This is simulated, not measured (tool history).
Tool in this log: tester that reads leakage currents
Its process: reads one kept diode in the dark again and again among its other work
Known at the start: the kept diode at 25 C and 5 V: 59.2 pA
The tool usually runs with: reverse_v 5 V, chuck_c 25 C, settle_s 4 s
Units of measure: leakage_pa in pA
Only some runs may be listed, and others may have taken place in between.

run 1 day=0 | reverse_v=5 chuck_c=25 settle_s=4 | leakage_pa=68.27
run 2 day=0.846 | reverse_v=5 chuck_c=25 settle_s=4 | leakage_pa=68.16
run 3 day=1.742 | reverse_v=5 chuck_c=25 settle_s=4 | leakage_pa=68.17
run 4 day=2.729 | reverse_v=5 chuck_c=25 settle_s=4 | leakage_pa=68.5
run 5 day=3.292 | reverse_v=5 chuck_c=25 settle_s=8.66 | leakage_pa=68.54
run 6 day=4.021 | reverse_v=5 chuck_c=25 settle_s=8.66 | leakage_pa=68.47
run 7 day=5.058 | reverse_v=5 chuck_c=25 settle_s=4 | leakage_pa=68.85
run 8 day=5.617 | reverse_v=5 chuck_c=25 settle_s=0.67 | leakage_pa=69.42
run 9 day=6.621 | reverse_v=5 chuck_c=25 settle_s=0.67 | leakage_pa=69.1
run 10 day=7.171 | reverse_v=5 chuck_c=25 settle_s=0.67 | leakage_pa=69
run 11 day=8.325 | reverse_v=5 chuck_c=25 settle_s=0.67 | leakage_pa=69.46
run 12 day=9.321 | reverse_v=5 chuck_c=25 settle_s=0.67 | leakage_pa=69.42
run 13 day=9.85 | reverse_v=5 chuck_c=41 settle_s=4 | leakage_pa=227.21
run 14 day=10.404 | reverse_v=5 chuck_c=25 settle_s=2.01 | leakage_pa=69.07
run 15 day=11.512 | reverse_v=1.61 chuck_c=25 settle_s=4 | leakage_pa=45.29
run 16 day=12.308 | reverse_v=5 chuck_c=25 settle_s=1.07 | leakage_pa=69.63
run 17 day=13.429 | reverse_v=5 chuck_c=25 settle_s=1.07 | leakage_pa=69.79
run 18 day=14.371 | reverse_v=5 chuck_c=49 settle_s=4 | leakage_pa=405.45
run 19 day=15.217 | reverse_v=5 chuck_c=50 settle_s=4 | leakage_pa=433.9
run 20 day=15.883 | reverse_v=5 chuck_c=50 settle_s=4 | leakage_pa=433.72
run 21 day=17.025 | reverse_v=3.62 chuck_c=27 settle_s=0.37 | leakage_pa=72.24
run 22 day=17.542 | reverse_v=3.62 chuck_c=27 settle_s=0.37 | leakage_pa=72.16
run 23 day=18.721 | reverse_v=3.62 chuck_c=28 settle_s=0.37 | leakage_pa=78.25
run 24 day=19.812 | reverse_v=2.22 chuck_c=41 settle_s=5.39 | leakage_pa=172.76
run 25 day=21.067 | reverse_v=3.82 chuck_c=29 settle_s=5.25 | leakage_pa=85.84
run 26 day=21.712 | reverse_v=3.06 chuck_c=29 settle_s=4.99 | leakage_pa=78.83
run 27 day=22.446 | reverse_v=3.06 chuck_c=29 settle_s=4.99 | leakage_pa=78.3
run 28 day=23.004 | reverse_v=5.73 chuck_c=25 settle_s=0.83 | leakage_pa=74.83
run 29 day=23.992 | reverse_v=2.59 chuck_c=36 settle_s=0.94 | leakage_pa=126.17
run 30 day=24.55 | reverse_v=14.23 chuck_c=31 settle_s=0.72 | leakage_pa=167.89
run 31 day=25.175 | reverse_v=14.23 chuck_c=31 settle_s=0.72 | leakage_pa=167.58
run 32 day=26.371 | reverse_v=7.34 chuck_c=25 settle_s=4 | leakage_pa=82.64
run 33 day=27.429 | reverse_v=7.34 chuck_c=25 settle_s=4 | leakage_pa=82.77
run 34 day=28.467 | reverse_v=5.32 chuck_c=49 settle_s=0.44 | leakage_pa=419.98
run 35 day=29.279 | reverse_v=9.7 chuck_c=38 settle_s=0.33 | leakage_pa=239.21
run 36 day=30.217 | reverse_v=9.7 chuck_c=38 settle_s=9.44 | leakage_pa=236.59
run 37 day=30.733 | reverse_v=9.7 chuck_c=38 settle_s=9.44 | leakage_pa=236.63
run 38 day=31.825 | reverse_v=5 chuck_c=40 settle_s=0.56 | leakage_pa=215.54
run 39 day=32.5 | reverse_v=8.98 chuck_c=25 settle_s=0.77 | leakage_pa=91.63

Consider 3 possible next runs. They are alternatives, not a sequence: every one starts from the tool as it was left by run 39. What does each give?
run A day=33.262 | reverse_v=14.77 chuck_c=40 settle_s=0.54 | leakage_pa=?
run B day=33.262 | reverse_v=11.6 chuck_c=48 settle_s=0.42 | leakage_pa=?
run C day=33.262 | reverse_v=15.22 chuck_c=21 settle_s=7.1 | leakage_pa=?

run=A leakage_pa=321.54
run=B leakage_pa=514.06
run=C leakage_pa=90.2
With no hidden state in the tool, these same runs would have given:
run=A leakage_pa=281.59
run=B leakage_pa=469.79
run=C leakage_pa=61.44

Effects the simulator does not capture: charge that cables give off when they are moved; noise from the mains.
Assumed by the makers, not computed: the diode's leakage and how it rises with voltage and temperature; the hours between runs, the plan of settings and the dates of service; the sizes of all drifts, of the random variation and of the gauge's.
